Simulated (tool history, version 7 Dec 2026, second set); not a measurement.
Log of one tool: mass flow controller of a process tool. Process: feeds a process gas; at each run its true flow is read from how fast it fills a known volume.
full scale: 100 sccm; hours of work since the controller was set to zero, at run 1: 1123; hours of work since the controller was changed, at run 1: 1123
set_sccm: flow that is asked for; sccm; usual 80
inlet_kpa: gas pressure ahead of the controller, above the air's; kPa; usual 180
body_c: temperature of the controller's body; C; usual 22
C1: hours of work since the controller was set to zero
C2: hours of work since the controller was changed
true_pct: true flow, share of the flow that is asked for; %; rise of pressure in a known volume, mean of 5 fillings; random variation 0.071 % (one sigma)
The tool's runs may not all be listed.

{"run": 1, "hour": 0.0, "set_sccm": 80, "inlet_kpa": 180, "body_c": 22, "C1": 1123, "C2": 1123, "true_pct": 99.56}
{"run": 2, "hour": 163.8, "set_sccm": 80, "inlet_kpa": 180, "body_c": 22, "C1": 1192, "C2": 1192, "true_pct": 99.64}
{"run": 3, "hour": 304.6, "set_sccm": 80, "inlet_kpa": 180, "body_c": 22, "C1": 1251, "C2": 1251, "true_pct": 99.41}
{"run": 4, "hour": 482.6, "set_sccm": 80, "inlet_kpa": 180, "body_c": 22, "C1": 1325, "C2": 1325, "true_pct": 99.48}
{"run": 5, "hour": 615.7, "set_sccm": 80, "inlet_kpa": 231, "body_c": 22, "C1": 1381, "C2": 1381, "true_pct": 99.15}
{"run": 6, "hour": 776.4, "set_sccm": 80, "inlet_kpa": 231, "body_c": 22, "C1": 1448, "C2": 1448, "true_pct": 99.15}
{"run": 7, "hour": 985.8, "set_sccm": 80, "inlet_kpa": 147, "body_c": 22, "C1": 1536, "C2": 1536, "true_pct": 99.65}
{"run": 8, "hour": 1172.4, "set_sccm": 80, "inlet_kpa": 180, "body_c": 24, "C1": 1614, "C2": 1614, "true_pct": 99.37}
{"run": 9, "hour": 1284.4, "set_sccm": 96, "inlet_kpa": 180, "body_c": 22, "C1": 1661, "C2": 1661, "true_pct": 99.53}
{"run": 10, "hour": 1412.0, "set_sccm": 96, "inlet_kpa": 180, "body_c": 22, "C1": 1714, "C2": 1714, "true_pct": 99.48}
{"run": 11, "hour": 1584.8, "set_sccm": 80, "inlet_kpa": 180, "body_c": 22, "C1": 1786, "C2": 1786, "true_pct": 99.37}
{"run": 12, "hour": 1703.0, "set_sccm": 80, "inlet_kpa": 180, "body_c": 22, "C1": 1836, "C2": 1836, "true_pct": 99.4}
{"run": 13, "hour": 1917.9, "set_sccm": 80, "inlet_kpa": 180, "body_c": 22, "C1": 1926, "C2": 1926, "true_pct": 99.22}
{"run": 14, "hour": 2058.3, "set_sccm": 80, "inlet_kpa": 229, "body_c": 22, "C1": 1985, "C2": 1985, "true_pct": 98.96}
{"run": 15, "hour": 2238.2, "set_sccm": 80, "inlet_kpa": 229, "body_c": 22, "C1": 2060, "C2": 2060, "true_pct": 98.76}
{"run": 16, "hour": 2392.2, "set_sccm": 80, "inlet_kpa": 229, "body_c": 40, "C1": 2124, "C2": 2124, "true_pct": 98.4}
{"run": 17, "hour": 2530.2, "set_sccm": 80, "inlet_kpa": 229, "body_c": 40, "C1": 2182, "C2": 2182, "true_pct": 98.35}
{"run": 18, "hour": 2661.4, "set_sccm": 15, "inlet_kpa": 176, "body_c": 27, "C1": 2237, "C2": 2237, "true_pct": 96.44}
{"run": 19, "hour": 2763.0, "set_sccm": 13, "inlet_kpa": 243, "body_c": 28, "C1": 2280, "C2": 2280, "true_pct": 95.54}
{"run": 20, "hour": 2933.1, "set_sccm": 20, "inlet_kpa": 180, "body_c": 22, "C1": 2351, "C2": 2351, "true_pct": 97.14}
{"run": 21, "hour": 3072.0, "set_sccm": 20, "inlet_kpa": 180, "body_c": 22, "C1": 2409, "C2": 2409, "true_pct": 97.11}
{"run": 22, "hour": 3164.1, "set_sccm": 20, "inlet_kpa": 180, "body_c": 22, "C1": 2447, "C2": 2447, "true_pct": 97.01}
{"run": 23, "hour": 3366.0, "set_sccm": 92, "inlet_kpa": 180, "body_c": 36, "C1": 2532, "C2": 2532, "true_pct": 98.92}
{"run": 24, "hour": 3458.8, "set_sccm": 92, "inlet_kpa": 180, "body_c": 36, "C1": 2571, "C2": 2571, "true_pct": 98.67}
{"run": 25, "hour": 3620.1, "set_sccm": 79, "inlet_kpa": 266, "body_c": 23, "C1": 2638, "C2": 2638, "true_pct": 98.35}
{"run": 26, "hour": 3713.2, "set_sccm": 80, "inlet_kpa": 180, "body_c": 22, "C1": 2677, "C2": 2677, "true_pct": 98.92}
{"run": 27, "hour": 3899.8, "set_sccm": 25, "inlet_kpa": 166, "body_c": 39, "C1": 2755, "C2": 2755, "true_pct": 97}

3 ways to go on from here, each from the tool as it stands after run 27. What would each give?
{"run": "A", "hour": 4025.3, "set_sccm": 25, "inlet_kpa": 166, "body_c": 37, "C1": 2808, "C2": 2808, "true_pct": "?"}
{"run": "B", "hour": 4025.3, "set_sccm": 12, "inlet_kpa": 275, "body_c": 39, "C1": 2808, "C2": 2808, "true_pct": "?"}
{"run": "C", "hour": 4025.3, "set_sccm": 17, "inlet_kpa": 166, "body_c": 39, "C1": 2808, "C2": 2808, "true_pct": "?"}

run=A true_pct=96.91
run=B true_pct=93.87
run=C true_pct=95.92
Without the tool's hidden state the same runs would have given:
run=A true_pct=99.5
run=B true_pct=98.6
run=C true_pct=99.44

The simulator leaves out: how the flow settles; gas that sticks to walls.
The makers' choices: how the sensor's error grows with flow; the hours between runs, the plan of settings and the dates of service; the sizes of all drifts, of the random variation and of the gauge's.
